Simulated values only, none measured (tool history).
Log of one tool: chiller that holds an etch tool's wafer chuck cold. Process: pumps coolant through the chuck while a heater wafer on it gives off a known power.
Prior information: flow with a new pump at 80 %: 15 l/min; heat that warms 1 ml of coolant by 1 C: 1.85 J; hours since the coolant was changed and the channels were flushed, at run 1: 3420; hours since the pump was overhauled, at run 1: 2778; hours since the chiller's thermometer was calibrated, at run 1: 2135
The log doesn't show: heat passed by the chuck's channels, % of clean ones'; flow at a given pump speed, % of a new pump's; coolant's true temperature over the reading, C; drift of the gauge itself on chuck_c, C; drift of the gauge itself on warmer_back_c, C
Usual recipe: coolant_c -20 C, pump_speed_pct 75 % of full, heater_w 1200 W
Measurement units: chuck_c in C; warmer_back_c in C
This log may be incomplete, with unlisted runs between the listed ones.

| run | hour | coolant_c | pump_speed_pct | heater_w | hours since the coolant was changed and the channels were flushed | hours since the pump was overhauled | hours since the chiller's thermometer was calibrated | chuck_c | warmer_back_c |
|---|---|---|---|---|---|---|---|---|---|
| 1 | 0.0 | -20 | 75 | 1200 | 3420 | 2778 | 2135 | -3.5 | 2.87 |
| 2 | 100.7 | -20 | 75 | 1200 | 3521 | 2879 | 2236 | -3.5 | 2.88 |
| 3 | 225.6 | -20 | 75 | 1200 | 3646 | 3003 | 2361 | -3.2 | 2.85 |
| 4 | 345.3 | -20 | 75 | 1200 | 3766 | 3123 | 2481 | -3.1 | 2.89 |
| 5 | 461.0 | -20 | 75 | 1200 | 3881 | 3239 | 2596 | -3.1 | 2.83 |
| 6 | 542.7 | -20 | 75 | 1200 | 3963 | 3321 | 2678 | -3.0 | 2.87 |
| 7 | 700.4 | -13 | 75 | 1200 | 4121 | 3478 | 2836 | 4.3 | 2.87 |
| 8 | 853.2 | -13 | 75 | 1200 | 4274 | 3631 | 2989 | 4.3 | 2.93 |
|  | 862.9 | chiller's thermometer calibrated |
| 9 | 925.7 | -20 | 75 | 1200 | 4345 | 3703 | 63 | -2.3 | 2.94 |
| 10 | 995.6 | -16 | 75 | 1200 | 4415 | 3773 | 133 | 2.0 | 2.98 |
|  | 1049.8 | coolant changed, channels flushed |
| 11 | 1117.0 | -16 | 75 | 1200 | 67 | 3888 | 248 | -0.9 | 2.85 |
| 12 | 1193.3 | -16 | 75 | 1119 | 144 | 3964 | 324 | -1.8 | 2.73 |
| 13 | 1287.2 | -20 | 75 | 1200 | 237 | 4058 | 418 | -4.7 | 2.92 |
| 14 | 1383.3 | -25 | 75 | 1323 | 334 | 4154 | 514 | -8.1 | 3.26 |
| 15 | 1496.3 | -22 | 77 | 751 | 447 | 4267 | 627 | -12.2 | 1.85 |
| 16 | 1626.8 | -22 | 77 | 751 | 577 | 4398 | 758 | -11.8 | 1.79 |
| 17 | 1761.6 | -12 | 75 | 612 | 712 | 4532 | 893 | -3.6 | 1.49 |
|  | 1770.4 | chiller's thermometer calibrated, once more |
| 18 | 1876.5 | -13 | 75 | 969 | 826 | 4646 | 106 | -1.1 | 2.37 |
| 19 | 2001.8 | -13 | 94 | 969 | 951 | 4772 | 231 | -3.0 | 1.96 |
| 20 | 2139.7 | -13 | 85 | 1656 | 1089 | 4910 | 369 | 5.8 | 3.66 |
|  | 2281.7 | coolant pump overhauled |
| 21 | 2295.1 | -14 | 71 | 1067 | 1239 | 13 | 520 | -0.9 | 2.55 |

Run 22 is up next; what results do you expect?
| 22 | 2368.6 | -14 | 71 | 1067 | 1313 | 87 | 593 | ? | ? |

Run 22 came out at chuck_c -0.8 C, warmer_back_c 2.61 C.
On a tool with no hidden condition, and with the same random variation, this run would have come out at chuck_c -1.7 C, warmer_back_c 2.60 C.
